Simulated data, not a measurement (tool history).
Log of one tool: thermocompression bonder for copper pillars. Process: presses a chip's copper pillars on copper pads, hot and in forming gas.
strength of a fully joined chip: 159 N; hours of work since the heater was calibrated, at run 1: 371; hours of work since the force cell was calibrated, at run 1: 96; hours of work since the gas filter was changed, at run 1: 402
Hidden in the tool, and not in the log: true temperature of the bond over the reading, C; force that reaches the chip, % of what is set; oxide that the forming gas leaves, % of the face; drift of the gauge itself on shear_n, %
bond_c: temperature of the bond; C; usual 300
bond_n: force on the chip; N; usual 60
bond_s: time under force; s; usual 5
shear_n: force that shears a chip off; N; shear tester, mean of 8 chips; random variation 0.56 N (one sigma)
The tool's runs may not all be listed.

run,hour,bond_c,bond_n,bond_s,hours of work since the heater was calibrated,hours of work since the force cell was calibrated,hours of work since the gas filter was changed,shear_n
1,0.0,300,60,5,371,96,402,98.2
2,21.9,300,60,6,382,107,413,103.2
3,32.5,300,60,6,387,112,418,103.3
4,45.8,300,60,6,393,118,424,103.2
5,62.0,300,60,6,401,126,432,102.5
6,81.9,300,60,5,411,136,442,96.7
7,96.5,300,60,5,418,143,449,97.1
8,114.9,300,60,5,427,152,458,96.6
9,126.6,300,60,5,433,158,464,97.6
10,137.2,283,60,5,438,163,469,78.2
# hour 151.7: forming gas filter changed
11,154.8,283,60,5,446,171,1,82.9
# hour 158.2: heater calibrated with a thermocouple chip
12,173.5,283,60,5,7,180,10,79.7
13,186.6,300,60,5,14,186,16,98.1
14,206.2,300,41,5,23,195,26,75.1
15,215.7,300,41,5,28,200,30,75.7
16,239.0,300,41,5,39,211,42,75.0
# hour 245.8: heater calibrated with a thermocouple chip, once more
17,257.6,300,60,5,6,220,50,106.7
18,280.9,300,60,5,17,231,61,107.0
19,294.7,300,60,5,24,238,68,105.9
20,313.0,300,60,5,33,247,77,105.8
21,333.7,321,51,5,43,257,87,117.9
22,344.1,324,51,5,48,262,92,120.1
23,360.5,324,51,5,56,270,100,118.9
24,374.8,286,60,5,63,277,107,90.2
25,393.6,300,86,13,72,286,116,145.5
26,407.2,292,79,3,79,292,123,98.8
27,422.8,321,60,10,86,300,130,140.0
28,443.3,317,47,4,96,310,140,100.0
29,466.6,318,61,4,108,321,151,116.8
30,490.1,313,75,9,119,333,163,141.1
31,501.5,286,59,11,125,338,169,109.7
32,514.6,286,55,7,131,345,175,93.1
33,525.7,293,36,7,136,350,180,75.2
34,547.9,319,57,7,147,361,191,127.5
35,558.4,319,57,7,152,366,196,126.5
36,571.7,319,57,7,159,373,203,127.2
37,584.3,321,60,5,165,379,209,123.5
38,599.8,300,67,12,172,386,216,130.3
39,617.3,300,67,12,181,395,225,131.9
40,635.0,290,73,13,190,403,234,129.2

Hidden state or all else? Some run-to-run changes of shear_n, split into what the settings, what came in and random variation would give without the hidden state, and what is left for the hidden state (with any gauge scatter that isn't in both results):
Run 10 -> 11: forming gas filter changed. shear_n +4.7 N: hidden state +3.9, all else +0.8.
Run 11 -> 12: heater calibrated with a thermocouple chip. shear_n -3.2 N: hidden state -2.7, all else -0.5.
Run 16 -> 17: bond_n 41 -> 60, heater calibrated with a thermocouple chip, once more. shear_n +31.7 N: hidden state +8.6, all else +23.1.
Run 24 -> 25: bond_c 286 -> 300, bond_n 60 -> 86, bond_s 5 -> 13. shear_n +55.3 N: hidden state +0.6, all else +54.7.
Run 25 -> 26: bond_c 300 -> 292, bond_n 86 -> 79, bond_s 13 -> 3. shear_n -46.7 N: hidden state -1.3, all else -45.4.
Run 33 -> 34: bond_c 293 -> 319, bond_n 36 -> 57. shear_n +52.3 N: hidden state -0.7, all else +53.0.
